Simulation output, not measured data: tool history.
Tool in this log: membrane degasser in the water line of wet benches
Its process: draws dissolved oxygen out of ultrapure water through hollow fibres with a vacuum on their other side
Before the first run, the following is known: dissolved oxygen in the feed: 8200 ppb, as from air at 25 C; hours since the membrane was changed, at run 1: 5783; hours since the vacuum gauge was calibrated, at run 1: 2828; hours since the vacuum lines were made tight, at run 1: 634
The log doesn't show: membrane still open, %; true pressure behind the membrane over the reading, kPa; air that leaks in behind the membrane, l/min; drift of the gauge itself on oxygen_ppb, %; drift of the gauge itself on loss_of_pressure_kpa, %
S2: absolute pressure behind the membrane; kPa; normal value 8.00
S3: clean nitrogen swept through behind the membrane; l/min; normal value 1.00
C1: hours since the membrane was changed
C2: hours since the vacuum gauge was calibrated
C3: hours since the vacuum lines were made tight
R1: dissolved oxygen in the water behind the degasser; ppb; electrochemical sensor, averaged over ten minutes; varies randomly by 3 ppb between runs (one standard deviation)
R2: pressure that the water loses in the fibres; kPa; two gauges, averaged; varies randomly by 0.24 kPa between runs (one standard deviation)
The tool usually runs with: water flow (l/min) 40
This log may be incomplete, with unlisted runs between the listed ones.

{"run": 1, "hour": 0.0, "water flow (l/min)": 40, "S2": 8.0, "S3": 1.0, "C1": 5783, "C2": 2828, "C3": 634, "R1": 452.4, "R2": 67.1}
{"run": 2, "hour": 148.4, "water flow (l/min)": 40, "S2": 8.0, "S3": 1.0, "C1": 5932, "C2": 2976, "C3": 782, "R1": 465.4, "R2": 67.4}
{"run": 3, "hour": 273.0, "water flow (l/min)": 40, "S2": 8.0, "S3": 1.0, "C1": 6056, "C2": 3101, "C3": 907, "R1": 455.3, "R2": 67.41}
{"run": 4, "hour": 445.9, "water flow (l/min)": 40, "S2": 8.0, "S3": 0.74, "C1": 6229, "C2": 3274, "C3": 1080, "R1": 554.5, "R2": 67.65}
{"run": 5, "hour": 552.5, "water flow (l/min)": 40, "S2": 8.0, "S3": 0.74, "C1": 6336, "C2": 3381, "C3": 1186, "R1": 553.0, "R2": 67.75}
{"run": 6, "hour": 631.0, "water flow (l/min)": 40, "S2": 8.0, "S3": 0.91, "C1": 6414, "C2": 3459, "C3": 1265, "R1": 485.5, "R2": 67.74}
{"run": 7, "hour": 768.2, "water flow (l/min)": 40, "S2": 8.0, "S3": 0.91, "C1": 6551, "C2": 3596, "C3": 1402, "R1": 498.3, "R2": 67.91}
{"run": 8, "hour": 875.5, "water flow (l/min)": 40, "S2": 8.0, "S3": 0.53, "C1": 6659, "C2": 3704, "C3": 1509, "R1": 687.8, "R2": 67.62}
{"run": 9, "hour": 1030.8, "water flow (l/min)": 40, "S2": 8.0, "S3": 1.0, "C1": 6814, "C2": 3859, "C3": 1665, "R1": 466.8, "R2": 68.39}
{"run": 10, "hour": 1173.6, "water flow (l/min)": 40, "S2": 8.0, "S3": 1.0, "C1": 6957, "C2": 4002, "C3": 1807, "R1": 469.3, "R2": 68.1}
{"run": 11, "hour": 1280.5, "water flow (l/min)": 58, "S2": 17.95, "S3": 1.0, "C1": 7064, "C2": 4109, "C3": 1914, "R1": 1509.1, "R2": 99.46}
{"run": 12, "hour": 1442.3, "water flow (l/min)": 58, "S2": 17.95, "S3": 1.0, "C1": 7225, "C2": 4270, "C3": 2076, "R1": 1517.6, "R2": 99.55}
{"hour": 1458.9, "done": "vacuum gauge calibrated"}
{"run": 13, "hour": 1568.2, "water flow (l/min)": 58, "S2": 17.95, "S3": 1.0, "C1": 7351, "C2": 109, "C3": 2201, "R1": 1527.2, "R2": 99.68}
{"hour": 1725.6, "done": "vacuum gauge calibrated, once more"}
{"run": 14, "hour": 1752.0, "water flow (l/min)": 40, "S2": 10.0, "S3": 0.55, "C1": 7534, "C2": 26, "C3": 2385, "R1": 848.4, "R2": 69.01}
{"run": 15, "hour": 1859.2, "water flow (l/min)": 42, "S2": 11.07, "S3": 0.55, "C1": 7641, "C2": 134, "C3": 2492, "R1": 1015.2, "R2": 72.51}
{"run": 16, "hour": 1979.4, "water flow (l/min)": 47, "S2": 13.01, "S3": 1.67, "C1": 7761, "C2": 254, "C3": 2612, "R1": 656.6, "R2": 81.48}
{"run": 17, "hour": 2064.5, "water flow (l/min)": 47, "S2": 13.01, "S3": 1.67, "C1": 7847, "C2": 339, "C3": 2697, "R1": 656.1, "R2": 81.41}
{"run": 18, "hour": 2146.3, "water flow (l/min)": 33, "S2": 8.63, "S3": 1.67, "C1": 7928, "C2": 421, "C3": 2779, "R1": 288.6, "R2": 57.0}
{"run": 19, "hour": 2266.0, "water flow (l/min)": 40, "S2": 8.0, "S3": 0.58, "C1": 8048, "C2": 540, "C3": 2899, "R1": 625.6, "R2": 69.43}

Branching from run 19: 5 alternative next runs. What would each branch give?
{"run": "A", "hour": 2403.7, "water flow (l/min)": 38, "S2": 6.95, "S3": 1.0, "C1": 8186, "C2": 678, "C3": 3036, "R1": "?", "R2": "?"}
{"run": "B", "hour": 2403.7, "water flow (l/min)": 33, "S2": 9.51, "S3": 2.45, "C1": 8186, "C2": 678, "C3": 3036, "R1": "?", "R2": "?"}
{"run": "C", "hour": 2403.7, "water flow (l/min)": 40, "S2": 8.0, "S3": 0.58, "C1": 8186, "C2": 678, "C3": 3036, "R1": "?", "R2": "?"}
{"run": "D", "hour": 2403.7, "water flow (l/min)": 53, "S2": 8.0, "S3": 0.85, "C1": 8186, "C2": 678, "C3": 3036, "R1": "?", "R2": "?"}
{"run": "E", "hour": 2403.7, "water flow (l/min)": 28, "S2": 8.0, "S3": 0.58, "C1": 8186, "C2": 678, "C3": 3036, "R1": "?", "R2": "?"}

run=A R1=355.6 R2=66.15
run=B R1=251.3 R2=57.18
run=C R1=627.5 R2=68.99
run=D R1=640.5 R2=91.74
run=E R1=464.4 R2=48.73
Take away the tool's hidden state, keep each run's random variation, and the runs would have read:
run=A R1=321.6 R2=59.38
run=B R1=224.6 R2=51.29
run=C R1=593.2 R2=61.88
run=D R1=588.6 R2=82.31
run=E R1=444.2 R2=43.72

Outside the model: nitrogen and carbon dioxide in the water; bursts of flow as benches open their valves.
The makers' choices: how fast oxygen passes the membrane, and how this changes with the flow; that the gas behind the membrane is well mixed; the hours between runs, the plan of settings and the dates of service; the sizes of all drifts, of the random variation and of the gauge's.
